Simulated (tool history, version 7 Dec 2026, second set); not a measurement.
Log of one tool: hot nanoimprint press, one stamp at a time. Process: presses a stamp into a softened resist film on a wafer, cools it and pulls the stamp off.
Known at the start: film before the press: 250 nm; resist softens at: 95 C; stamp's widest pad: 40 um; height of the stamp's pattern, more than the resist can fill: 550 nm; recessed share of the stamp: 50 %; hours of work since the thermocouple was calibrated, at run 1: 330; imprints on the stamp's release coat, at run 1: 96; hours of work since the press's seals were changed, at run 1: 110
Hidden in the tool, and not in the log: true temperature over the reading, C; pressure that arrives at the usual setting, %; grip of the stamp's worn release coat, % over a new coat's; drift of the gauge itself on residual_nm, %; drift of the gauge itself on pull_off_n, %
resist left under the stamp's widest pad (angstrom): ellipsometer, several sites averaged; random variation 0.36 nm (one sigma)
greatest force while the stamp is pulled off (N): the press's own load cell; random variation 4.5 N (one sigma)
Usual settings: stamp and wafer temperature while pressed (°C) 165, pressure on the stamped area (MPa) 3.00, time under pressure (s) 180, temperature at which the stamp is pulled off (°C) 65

| run | hour | stamp and wafer temperature while pressed (°C) | pressure on the stamped area (MPa) | time under pressure (s) | temperature at which the stamp is pulled off (°C) | hours of work since the thermocouple was calibrated | imprints on the stamp's release coat | hours of work since the press's seals were changed | resist left under the stamp's widest pad (angstrom) | greatest force while the stamp is pulled off (N) |
|---|---|---|---|---|---|---|---|---|---|---|
| 1 | 0.0 | 165 | 3.00 | 180 | 65 | 330 | 96 | 110 | 910 | 230 |
| 2 | 20.6 | 165 | 3.00 | 180 | 65 | 342 | 164 | 122 | 915 | 234 |
| 3 | 39.4 | 165 | 4.02 | 180 | 65 | 353 | 226 | 133 | 792 | 234 |
| 4 | 62.9 | 165 | 3.00 | 180 | 65 | 367 | 304 | 146 | 921 | 242 |
|  | 76.6 | plate thermocouple calibrated |
| 5 | 87.1 | 165 | 3.00 | 180 | 65 | 6 | 373 | 158 | 933 | 255 |
| 6 | 111.6 | 165 | 3.00 | 180 | 65 | 20 | 454 | 173 | 939 | 256 |
| 7 | 125.3 | 165 | 3.00 | 180 | 65 | 28 | 500 | 180 | 928 | 258 |
|  | 145.9 | plate thermocouple calibrated, once more |
| 8 | 147.8 | 165 | 3.00 | 180 | 65 | 1 | 564 | 192 | 903 | 255 |
| 9 | 164.0 | 165 | 3.00 | 180 | 65 | 10 | 617 | 201 | 905 | 252 |
| 10 | 193.3 | 165 | 3.00 | 180 | 65 | 27 | 714 | 218 | 899 | 275 |
| 11 | 216.8 | 165 | 3.00 | 180 | 65 | 41 | 792 | 232 | 907 | 279 |
|  | 231.3 | stamp cleaned and given a new release coat |
| 12 | 243.9 | 165 | 3.00 | 127 | 65 | 53 | 41 | 244 | 1048 | 232 |
| 13 | 260.3 | 168 | 2.11 | 180 | 63 | 63 | 95 | 253 | 965 | 245 |
| 14 | 279.6 | 165 | 3.65 | 95 | 65 | 74 | 159 | 264 | 1085 | 241 |
| 15 | 311.4 | 158 | 3.65 | 95 | 65 | 92 | 264 | 283 | 1344 | 240 |
| 16 | 336.7 | 158 | 1.90 | 120 | 54 | 107 | 348 | 297 | 1568 | 310 |
| 17 | 354.1 | 158 | 1.90 | 120 | 54 | 117 | 405 | 307 | 1566 | 304 |
| 18 | 369.0 | 164 | 2.82 | 160 | 50 | 125 | 454 | 316 | 1017 | 329 |
| 19 | 391.1 | 172 | 3.96 | 323 | 65 | 138 | 527 | 329 | 488 | 253 |
| 20 | 421.5 | 165 | 3.00 | 94 | 65 | 156 | 627 | 346 | 1178 | 274 |
| 21 | 437.4 | 172 | 1.87 | 180 | 65 | 165 | 680 | 356 | 908 | 274 |
| 22 | 469.2 | 174 | 3.00 | 180 | 50 | 183 | 785 | 374 | 681 | 376 |

5 ways to go on from here, each from the tool as it stands after run 22. What would each give?
|  | 485.0 | stamp cleaned and given a new release coat |
| A | 495.9 | 174 | 3.00 | 135 | 60 | 195 | 36 | 386 | ? | ? |
|  | 485.0 | stamp cleaned and given a new release coat |
| B | 495.9 | 160 | 3.00 | 180 | 70 | 195 | 36 | 386 | ? | ? |
|  | 485.0 | stamp cleaned and given a new release coat |
| C | 495.9 | 174 | 3.00 | 114 | 50 | 195 | 36 | 386 | ? | ? |
|  | 485.0 | stamp cleaned and given a new release coat |
| D | 495.9 | 170 | 3.00 | 180 | 59 | 195 | 36 | 386 | ? | ? |
|  | 485.0 | stamp cleaned and given a new release coat |
| E | 495.9 | 165 | 4.53 | 99 | 65 | 195 | 36 | 386 | ? | ? |

| run | resist left under the stamp's widest pad (angstrom) | greatest force while the stamp is pulled off (N) |
|---|---|---|
| A | 777 | 239 |
| B | 1082 | 204 |
| C | 836 | 302 |
| D | 779 | 265 |
| E | 981 | 225 |
Without the tool's hidden state the same runs would have given:
| run | resist left under the stamp's widest pad (angstrom) | greatest force while the stamp is pulled off (N) |
|---|---|---|
| A | 758 | 234 |
| B | 1055 | 199 |
| C | 815 | 296 |
| D | 759 | 260 |
| E | 952 | 220 |

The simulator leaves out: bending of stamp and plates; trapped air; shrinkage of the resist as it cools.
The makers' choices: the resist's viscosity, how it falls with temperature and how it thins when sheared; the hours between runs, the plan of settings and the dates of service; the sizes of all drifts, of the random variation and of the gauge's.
